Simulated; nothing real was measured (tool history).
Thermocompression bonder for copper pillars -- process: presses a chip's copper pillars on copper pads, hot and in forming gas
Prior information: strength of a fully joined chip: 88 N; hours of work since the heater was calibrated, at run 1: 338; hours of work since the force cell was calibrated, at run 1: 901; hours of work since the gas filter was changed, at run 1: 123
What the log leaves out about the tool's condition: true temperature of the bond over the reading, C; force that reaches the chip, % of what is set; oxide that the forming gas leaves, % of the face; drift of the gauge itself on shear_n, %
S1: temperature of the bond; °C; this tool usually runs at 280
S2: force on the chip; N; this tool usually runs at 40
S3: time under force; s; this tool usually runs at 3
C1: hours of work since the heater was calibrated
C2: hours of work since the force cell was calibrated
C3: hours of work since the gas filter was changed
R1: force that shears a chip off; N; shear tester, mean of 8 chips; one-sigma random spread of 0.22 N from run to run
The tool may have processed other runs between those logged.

run 1 hour=0.0 | S1=280 S2=40 S3=3 | C1=338 C2=901 C3=123 | R1=42.4
run 2 hour=27.2 | S1=280 S2=40 S3=3 | C1=352 C2=915 C3=137 | R1=42.8
run 3 hour=52.0 | S1=280 S2=40 S3=2 | C1=365 C2=928 C3=150 | R1=36.7
run 4 hour=97.2 | S1=280 S2=40 S3=3 | C1=388 C2=952 C3=173 | R1=42.6
run 5 hour=140.6 | S1=280 S2=40 S3=3 | C1=411 C2=974 C3=196 | R1=42.3
-- hour=175.9 force cell calibrated
run 6 hour=177.6 | S1=280 S2=40 S3=3 | C1=429 C2=1 C3=214 | R1=42.8
run 7 hour=198.8 | S1=280 S2=40 S3=3 | C1=440 C2=12 C3=225 | R1=42.5
run 8 hour=227.3 | S1=292 S2=40 S3=3 | C1=455 C2=27 C3=240 | R1=49.4
run 9 hour=269.4 | S1=280 S2=40 S3=3 | C1=476 C2=48 C3=262 | R1=42.9
run 10 hour=294.5 | S1=280 S2=40 S3=3 | C1=489 C2=61 C3=275 | R1=43.5
-- hour=303.2 forming gas filter changed
run 11 hour=330.9 | S1=280 S2=40 S3=4 | C1=508 C2=80 C3=14 | R1=47.7
run 12 hour=355.4 | S1=280 S2=40 S3=4 | C1=521 C2=93 C3=27 | R1=47.7
run 13 hour=389.7 | S1=280 S2=40 S3=4 | C1=538 C2=110 C3=45 | R1=47.8
run 14 hour=416.0 | S1=280 S2=40 S3=4 | C1=552 C2=124 C3=58 | R1=47.5
run 15 hour=455.1 | S1=271 S2=40 S3=3 | C1=572 C2=144 C3=79 | R1=38.2
run 16 hour=491.6 | S1=298 S2=40 S3=3 | C1=591 C2=163 C3=98 | R1=53.4
run 17 hour=519.9 | S1=280 S2=40 S3=3 | C1=606 C2=178 C3=112 | R1=43.2
run 18 hour=548.9 | S1=280 S2=40 S3=3 | C1=621 C2=193 C3=127 | R1=43.0
run 19 hour=571.2 | S1=277 S2=40 S3=3 | C1=633 C2=205 C3=139 | R1=41.5
run 20 hour=595.8 | S1=280 S2=40 S3=3 | C1=645 C2=217 C3=152 | R1=43.3
run 21 hour=626.3 | S1=280 S2=40 S3=2 | C1=661 C2=233 C3=167 | R1=37.1
run 22 hour=672.6 | S1=280 S2=40 S3=2 | C1=685 C2=257 C3=191 | R1=37.4
run 23 hour=693.0 | S1=280 S2=40 S3=2 | C1=696 C2=268 C3=202 | R1=37.6
-- hour=740.5 gauge calibrated
run 24 hour=740.7 | S1=272 S2=37 S3=3 | C1=720 C2=292 C3=227 | R1=34.6
run 25 hour=778.0 | S1=289 S2=37 S3=7 | C1=740 C2=312 C3=246 | R1=57.5
-- hour=823.7 heater calibrated with a thermocouple chip
run 26 hour=825.1 | S1=289 S2=37 S3=7 | C1=1 C2=335 C3=269 | R1=57.8
-- hour=845.2 forming gas filter changed
run 27 hour=871.6 | S1=298 S2=40 S3=3 | C1=25 C2=359 C3=14 | R1=53.3
run 28 hour=919.3 | S1=298 S2=47 S3=3 | C1=49 C2=384 C3=38 | R1=60.6
run 29 hour=953.4 | S1=298 S2=59 S3=2 | C1=67 C2=401 C3=56 | R1=64.8
run 30 hour=974.4 | S1=266 S2=40 S3=6 | C1=78 C2=412 C3=67 | R1=45.4
run 31 hour=998.3 | S1=291 S2=39 S3=2 | C1=90 C2=424 C3=79 | R1=42.0
run 32 hour=1041.6 | S1=253 S2=36 S3=2 | C1=113 C2=447 C3=102 | R1=21.4
run 33 hour=1079.3 | S1=253 S2=36 S3=2 | C1=132 C2=466 C3=121 | R1=21.2
run 34 hour=1116.8 | S1=280 S2=57 S3=6 | C1=152 C2=486 C3=141 | R1=70.7
run 35 hour=1136.4 | S1=261 S2=40 S3=2 | C1=162 C2=496 C3=151 | R1=28.1
run 36 hour=1179.9 | S1=261 S2=40 S3=2 | C1=184 C2=519 C3=173 | R1=28.0
run 37 hour=1226.2 | S1=296 S2=29 S3=2 | C1=208 C2=543 C3=197 | R1=32.6
run 38 hour=1251.6 | S1=296 S2=29 S3=2 | C1=221 C2=556 C3=211 | R1=32.5
run 39 hour=1295.4 | S1=280 S2=40 S3=6 | C1=244 C2=578 C3=233 | R1=54.3
run 40 hour=1342.6 | S1=280 S2=40 S3=6 | C1=269 C2=603 C3=258 | R1=54.7

Forecast each of these 4 alternatives for the next run:
run A hour=1376.5 | S1=263 S2=47 S3=6 | C1=286 C2=620 C3=275 | R1=?
run B hour=1376.5 | S1=280 S2=40 S3=6 | C1=286 C2=620 C3=275 | R1=?
run C hour=1376.5 | S1=277 S2=29 S3=2 | C1=286 C2=620 C3=275 | R1=?
run D hour=1376.5 | S1=280 S2=40 S3=2 | C1=286 C2=620 C3=275 | R1=?

run=A R1=51.8
run=B R1=54.5
run=C R1=24.1
run=D R1=37.5
Without the tool's unlogged condition, the same runs would have read:
run=A R1=50.7
run=B R1=53.4
run=C R1=23.6
run=D R1=36.8
